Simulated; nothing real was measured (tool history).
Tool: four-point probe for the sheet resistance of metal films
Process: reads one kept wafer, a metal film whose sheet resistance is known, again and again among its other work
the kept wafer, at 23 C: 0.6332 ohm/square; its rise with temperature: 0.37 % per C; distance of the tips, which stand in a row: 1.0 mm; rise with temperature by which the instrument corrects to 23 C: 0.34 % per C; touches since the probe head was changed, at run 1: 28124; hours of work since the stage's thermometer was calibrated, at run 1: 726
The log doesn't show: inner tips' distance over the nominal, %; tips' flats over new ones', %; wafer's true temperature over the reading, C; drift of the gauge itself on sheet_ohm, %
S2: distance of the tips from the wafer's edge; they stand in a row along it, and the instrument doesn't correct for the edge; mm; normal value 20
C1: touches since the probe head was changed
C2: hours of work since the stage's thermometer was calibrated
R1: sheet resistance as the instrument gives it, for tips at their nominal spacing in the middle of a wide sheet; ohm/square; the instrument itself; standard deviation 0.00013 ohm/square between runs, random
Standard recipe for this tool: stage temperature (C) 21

Run 1, hour 0: usual settings; C1 28124; C2 726. Result: R1 0.633808 ohm/square.
Run 2, hour 33.8: usual settings; C1 29198; C2 749. Result: R1 0.633764 ohm/square.
Run 3, hour 51.9: usual settings but S2 23 mm; C1 29776; C2 762. Result: R1 0.633517 ohm/square.
Run 4, hour 85.6: usual settings but S2 23 mm; C1 30848; C2 786. Result: R1 0.633609 ohm/square.
Run 5, hour 102.9: usual settings but S2 23 mm; C1 31396; C2 798. Result: R1 0.633304 ohm/square.
Run 6, hour 136.3: usual settings but S2 23 mm; C1 32459; C2 821. Result: R1 0.633564 ohm/square.
Run 7, hour 161.1: usual settings but S2 23 mm; C1 33246; C2 839. Result: R1 0.633544 ohm/square.
Run 8, hour 187.7: usual settings but S2 60 mm; C1 34092; C2 857. Result: R1 0.63276 ohm/square.
Run 9, hour 212.4: usual settings but S2 60 mm; C1 34879; C2 875. Result: R1 0.6327 ohm/square.
Run 10, hour 244.4: usual settings but stage temperature (C) 25, S2 60 mm; C1 35898; C2 897. Result: R1 0.633674 ohm/square.
Run 11, hour 274.7: usual settings but stage temperature (C) 25, S2 60 mm; C1 36860; C2 918. Result: R1 0.633638 ohm/square.
Run 12, hour 309: usual settings but stage temperature (C) 25, S2 60 mm; C1 37952; C2 942. Result: R1 0.63387 ohm/square.
Run 13, hour 334.7: usual settings but stage temperature (C) 25, S2 40 mm; C1 38769; C2 960. Result: R1 0.633787 ohm/square.
Run 14, hour 352: usual settings; C1 39319; C2 972. Result: R1 0.633811 ohm/square.
Run 15, hour 367.9: usual settings; C1 39824; C2 983. Result: R1 0.633831 ohm/square.
Run 16, hour 396.3: usual settings; C1 40728; C2 1003. Result: R1 0.633849 ohm/square.
Run 17, hour 413.7: usual settings; C1 41281; C2 1016. Result: R1 0.633822 ohm/square.
Run 18, hour 431.1: usual settings; C1 41836; C2 1028. Result: R1 0.6337 ohm/square.
Run 19, hour 447.2: usual settings but stage temperature (C) 24; C1 42345; C2 1039. Result: R1 0.634273 ohm/square.
Run 20, hour 473.1: usual settings; C1 43170; C2 1057. Result: R1 0.633627 ohm/square.
Run 21, hour 504.4: usual settings; C1 44164; C2 1079. Result: R1 0.633731 ohm/square.
Run 22, hour 522.3: usual settings; C1 44735; C2 1092. Result: R1 0.633694 ohm/square.
Run 23, hour 552.8: usual settings but S2 3 mm; C1 45706; C2 1113. Result: R1 0.668337 ohm/square.
Run 24, hour 584: usual settings but S2 29 mm; C1 46697; C2 1135. Result: R1 0.63314 ohm/square.
Run 25, hour 598: usual settings but S2 31 mm; C1 47142; C2 1145. Result: R1 0.633275 ohm/square.
Run 26, hour 629.2: usual settings but stage temperature (C) 23, S2 14 mm; C1 48135; C2 1166. Result: R1 0.634931 ohm/square.
Run 27, hour 648: usual settings but stage temperature (C) 23; C1 48731; C2 1180. Result: R1 0.633938 ohm/square.
Run 28, hour 673.5: usual settings but stage temperature (C) 29, S2 5 mm; C1 49545; C2 1197. Result: R1 0.647617 ohm/square.
Run 29, hour 699.1: usual settings but stage temperature (C) 25, S2 5 mm; C1 50359; C2 1215. Result: R1 0.646868 ohm/square.
Run 30, hour 727.5: usual settings but stage temperature (C) 25, S2 5 mm; C1 51261; C2 1235. Result: R1 0.646922 ohm/square.
Run 31, hour 743.7: usual settings but S2 16 mm; C1 51776; C2 1247. Result: R1 0.634193 ohm/square.
Run 32, hour 763.8: usual settings but S2 16 mm; C1 52414; C2 1261. Result: R1 0.634244 ohm/square.
Run 33, hour 785.2: usual settings but S2 16 mm; C1 53097; C2 1276. Result: R1 0.63429 ohm/square.

Expected results for the next run?
Run 34, hour 806.1: usual settings but stage temperature (C) 20, S2 46 mm; C1 53759; C2 1290. Result: R1 ?.

Logged for run 34: R1 0.632838 ohm/square.
Were there no unlogged condition in the tool, this run, its random variation unchanged, would have produced R1 0.632819 ohm/square.
